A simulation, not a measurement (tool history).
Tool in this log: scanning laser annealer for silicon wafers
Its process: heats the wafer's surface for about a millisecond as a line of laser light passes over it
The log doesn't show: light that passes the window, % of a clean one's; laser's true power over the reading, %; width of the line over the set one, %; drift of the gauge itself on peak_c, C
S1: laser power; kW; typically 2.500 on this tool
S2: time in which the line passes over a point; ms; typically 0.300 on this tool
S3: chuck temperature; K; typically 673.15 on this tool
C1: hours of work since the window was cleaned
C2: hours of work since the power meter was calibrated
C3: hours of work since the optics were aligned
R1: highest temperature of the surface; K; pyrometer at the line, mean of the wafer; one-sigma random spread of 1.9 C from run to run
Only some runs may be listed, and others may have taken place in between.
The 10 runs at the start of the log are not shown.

Run 11, hour 203.1: usual settings but S2 0.230 ms; C1 191; C2 191; C3 191. Result: R1 1277.15 K.
Run 12, hour 221.3: usual settings but S2 0.228 ms; C1 203; C2 203; C3 203. Result: R1 1273.15 K.
Run 13, hour 232.7: usual settings but S1 2.450 kW; C1 210; C2 210; C3 210. Result: R1 1356.15 K.
Run 14, hour 247.6: usual settings but S1 2.450 kW; C1 220; C2 220; C3 220. Result: R1 1358.15 K.
Run 15, hour 268.9: usual settings; C1 234; C2 234; C3 234. Result: R1 1373.15 K.
Run 16, hour 290.2: usual settings but S1 2.654 kW; C1 248; C2 248; C3 248. Result: R1 1429.15 K.
Run 17, hour 303.2: usual settings but S1 2.654 kW; C1 256; C2 256; C3 256. Result: R1 1427.15 K.
Run 18, hour 314.3: usual settings; C1 263; C2 263; C3 263. Result: R1 1371.15 K.
Run 19, hour 338.5: usual settings; C1 279; C2 279; C3 279. Result: R1 1371.15 K.
At hour 346.0: optics aligned, line set to its width.
Run 20, hour 357.5: usual settings; C1 288; C2 288; C3 7. Result: R1 1366.15 K.
Run 21, hour 370.9: usual settings; C1 297; C2 297; C3 16. Result: R1 1362.15 K.
Run 22, hour 395.7: usual settings but S2 0.328 ms; C1 313; C2 313; C3 32. Result: R1 1408.15 K.
At hour 415.1: optics aligned, line set to its width, once more.
Run 23, hour 426.4: usual settings but S1 2.569 kW; C1 330; C2 330; C3 7. Result: R1 1401.15 K.
Run 24, hour 443.6: usual settings but S1 2.479 kW, S2 0.269 ms, S3 674.15 K; C1 341; C2 341; C3 19. Result: R1 1321.15 K.
Run 25, hour 469.3: usual settings but S1 2.615 kW, S2 0.378 ms, S3 644.15 K; C1 358; C2 358; C3 35. Result: R1 1489.15 K.
Run 26, hour 492.2: usual settings but S1 2.723 kW, S2 0.292 ms, S3 652.15 K; C1 373; C2 373; C3 50. Result: R1 1416.15 K.
Run 27, hour 510.9: usual settings but S3 657.15 K; C1 385; C2 385; C3 62. Result: R1 1352.15 K.
Run 28, hour 522.9: usual settings but S1 2.542 kW, S2 0.237 ms, S3 692.15 K; C1 393; C2 393; C3 70. Result: R1 1310.15 K.
Run 29, hour 543.7: usual settings but S2 0.350 ms; C1 406; C2 406; C3 84. Result: R1 1428.15 K.
Run 30, hour 570.4: usual settings but S2 0.350 ms; C1 423; C2 423; C3 101. Result: R1 1423.15 K.
Run 31, hour 587.9: usual settings but S1 2.532 kW, S2 0.350 ms, S3 703.15 K; C1 435; C2 435; C3 112. Result: R1 1467.15 K.

Expected results for the next run?
Run 32, hour 606.5: usual settings but S1 2.532 kW, S2 0.350 ms, S3 703.15 K; C1 447; C2 447; C3 125. Result: R1 ?.

Run 32 produced R1 1469.15 K.
With no hidden state in the tool, this same run would have given R1 1509.15 K.
